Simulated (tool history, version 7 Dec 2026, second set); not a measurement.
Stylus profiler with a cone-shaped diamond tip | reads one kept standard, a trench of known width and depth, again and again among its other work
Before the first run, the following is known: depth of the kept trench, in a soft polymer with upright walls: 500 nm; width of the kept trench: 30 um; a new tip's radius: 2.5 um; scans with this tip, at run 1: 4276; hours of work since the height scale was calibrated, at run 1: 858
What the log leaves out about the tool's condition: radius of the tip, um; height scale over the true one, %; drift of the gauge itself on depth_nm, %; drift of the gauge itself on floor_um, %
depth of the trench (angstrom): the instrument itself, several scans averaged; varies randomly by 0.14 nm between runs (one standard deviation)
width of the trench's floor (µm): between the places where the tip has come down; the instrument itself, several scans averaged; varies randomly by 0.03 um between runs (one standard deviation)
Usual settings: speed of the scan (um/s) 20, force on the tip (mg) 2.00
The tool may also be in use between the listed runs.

run     day  speed of the scan (um/s)  force on the tip (mg)  scans with this tip  hours of work since the height scale was calibrated  depth of the trench (angstrom)  width of the trench's floor (µm)
  1   0.000                        20                   2.00                 4276                                                  858                          5081.9                             25.61
  2   0.521                        20                   2.00                 4301                                                  863                          5082.2                             25.63
  3   0.975                        20                   2.00                 4323                                                  867                          5082.0                             25.63
  4   1.283                        20                   2.00                 4337                                                  870                          5080.4                             25.56
  5   1.729                        20                   2.00                 4359                                                  874                          5081.8                             25.58
  6   2.271                        20                   2.00                 4385                                                  879                          5082.3                             25.60
  7   2.775                        16                   2.00                 4409                                                  884                          5082.8                             25.60
  8   3.375                        16                   2.00                 4438                                                  890                          5081.8                             25.63
  9   3.904                        43                   2.00                 4463                                                  895                          5080.6                             25.42
 10   4.479                        20                   2.00                 4491                                                  901                          5082.7                             25.50
 11   4.938                        20                   2.00                 4513                                                  905                          5081.0                             25.58
 12   5.229                        20                   2.00                 4527                                                  908                          5082.7                             25.49
 13   5.821                        20                   2.00                 4555                                                  914                          5084.0                             25.52
 14   6.354                        20                   2.00                 4580                                                  919                          5081.7                             25.52
 15   6.996                        20                   2.00                 4611                                                  925                          5083.9                             25.56
 16   7.646                         6                   2.00                 4643                                                  931                          5081.3                             25.66
 17   8.238                        20                   2.00                 4671                                                  937                          5084.5                             25.56
 18   8.671                        20                   2.00                 4692                                                  941                          5083.1                             25.55
 19   9.208                        20                   2.00                 4717                                                  946                          5082.0                             25.51
 20   9.633                        20                   2.00                 4738                                                  950                          5082.0                             25.48
 21   9.933                        20                   2.00                 4752                                                  953                          5083.3                             25.48
 22  10.404                        63                   4.73                 4775                                                  958                          5135.5                             25.37
 23  10.812                        23                   1.44                 4794                                                  962                          5069.7                             25.42
 24  11.192                        23                   1.44                 4812                                                  965                          5069.7                             25.44
 25  11.817                        14                   1.59                 4842                                                  971                          5074.5                             25.49
 26  12.158                        40                   2.55                 4859                                                  974                          5095.0                             25.40
 27  12.729                        17                   2.55                 4886                                                  980                          5093.6                             25.54
 28  13.250                        17                   2.86                 4911                                                  985                          5102.4                             25.55
 29  13.729                        17                   2.86                 4934                                                  990                          5103.4                             25.51
 30  14.288                        20                   5.04                 4961                                                  995                          5140.7                             25.50
 31  14.892                         8                   2.18                 4990                                                 1001                          5088.5                             25.60
 32  15.571                         9                   2.18                 5022                                                 1007                          5090.7                             25.54
 33  16.229                        17                   1.29                 5054                                                 1014                          5068.5                             25.46
 34  16.904                        22                   0.93                 5086                                                 1020                          5057.9                             25.37
 35  17.375                        22                   0.93                 5109                                                 1025                          5059.1                             25.31
 36  17.933                        22                   0.93                 5136                                                 1030                          5059.9                             25.40
 37  18.275                        22                   0.93                 5152                                                 1033                          5057.0                             25.34
 38  18.588                         9                   0.97                 5167                                                 1036                          5061.4                             25.41
 39  19.167                        14                   1.85                 5195                                                 1042                          5080.9                             25.39

Predict each of these 3 candidate next runs independently; none follows another, all start after run 39:
  A  19.683                        76                   3.42                 5219                                                 1047                               ?                                 ?
  B  19.683                         7                   0.70                 5219                                                 1047                               ?                                 ?
  C  19.683                         5                   1.38                 5219                                                 1047                               ?                                 ?

run  depth of the trench (angstrom)  width of the trench's floor (µm)
  A                          5112.0                             25.13
  B                          5050.5                             25.46
  C                          5068.6                             25.49
Without the tool's hidden state the same runs would have given:
run  depth of the trench (angstrom)  width of the trench's floor (µm)
  A                          5093.2                             26.58
  B                          5032.0                             26.92
  C                          5050.0                             26.94
